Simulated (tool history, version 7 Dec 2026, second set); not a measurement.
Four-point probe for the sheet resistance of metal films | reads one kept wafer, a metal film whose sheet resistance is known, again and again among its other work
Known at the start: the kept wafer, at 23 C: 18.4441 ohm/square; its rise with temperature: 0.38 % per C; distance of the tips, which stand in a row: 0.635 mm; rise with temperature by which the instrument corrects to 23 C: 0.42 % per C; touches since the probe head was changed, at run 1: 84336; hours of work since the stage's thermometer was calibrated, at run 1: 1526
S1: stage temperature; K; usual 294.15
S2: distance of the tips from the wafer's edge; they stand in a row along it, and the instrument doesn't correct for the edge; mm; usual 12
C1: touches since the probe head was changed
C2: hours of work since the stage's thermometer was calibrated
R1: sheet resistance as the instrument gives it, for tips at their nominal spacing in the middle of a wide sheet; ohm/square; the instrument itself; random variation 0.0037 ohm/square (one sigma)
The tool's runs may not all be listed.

run,day,S1,S2,C1,C2,R1
1,0.000,294.15,12,84336,1526,18.357583
2,1.475,294.15,12,85609,1546,18.353821
3,3.362,294.15,12,87241,1572,18.350317
4,4.471,294.15,12,88200,1587,18.348756
5,6.538,294.15,12,89986,1615,18.345181
6,9.196,294.15,12,92282,1652,18.344103
7,11.329,294.15,12,94124,1681,18.339469
8,13.533,294.15,12,96030,1711,18.335056
# day 13.804: stage's thermometer calibrated
9,15.388,294.15,12,97612,22,18.344065
10,17.054,294.15,12,99054,44,18.338290
11,18.758,294.15,12,100525,68,18.332662
12,21.429,294.15,23,102834,104,18.309032
13,23.021,294.15,7,104208,126,18.380588
# day 24.183: stage's thermometer calibrated, once more
14,24.338,294.15,7,105330,2,18.330142
15,26.308,294.15,7,107030,29,18.323703
16,28.988,294.15,7,109347,66,18.326381
17,31.029,293.15,3,111110,94,18.677136
18,32.317,293.15,3,112224,111,18.674366
19,33.492,293.15,10,113236,127,18.280994
20,35.779,307.15,4,115214,159,18.372037
21,37.246,307.15,4,116481,179,18.373225
22,39.129,291.15,7,118108,205,18.333566
23,40.283,298.15,54,119107,220,18.195125
24,41.400,298.15,54,120071,236,18.195104
25,43.183,306.15,6,121611,260,18.236480
26,44.454,292.15,4,122709,277,18.482773
27,47.012,292.15,4,124921,312,18.473112
28,49.562,293.15,4,127124,347,18.457265
29,51.829,291.15,4,129083,378,18.470769
30,53.338,291.15,4,130386,399,18.473524

Run 31 comes next. What will it give?
31,54.596,293.15,46,131471,416,?

Run 31 gave R1 18.214124 ohm/square.
Without the tool's hidden state the same run would have given R1 18.471584 ohm/square.
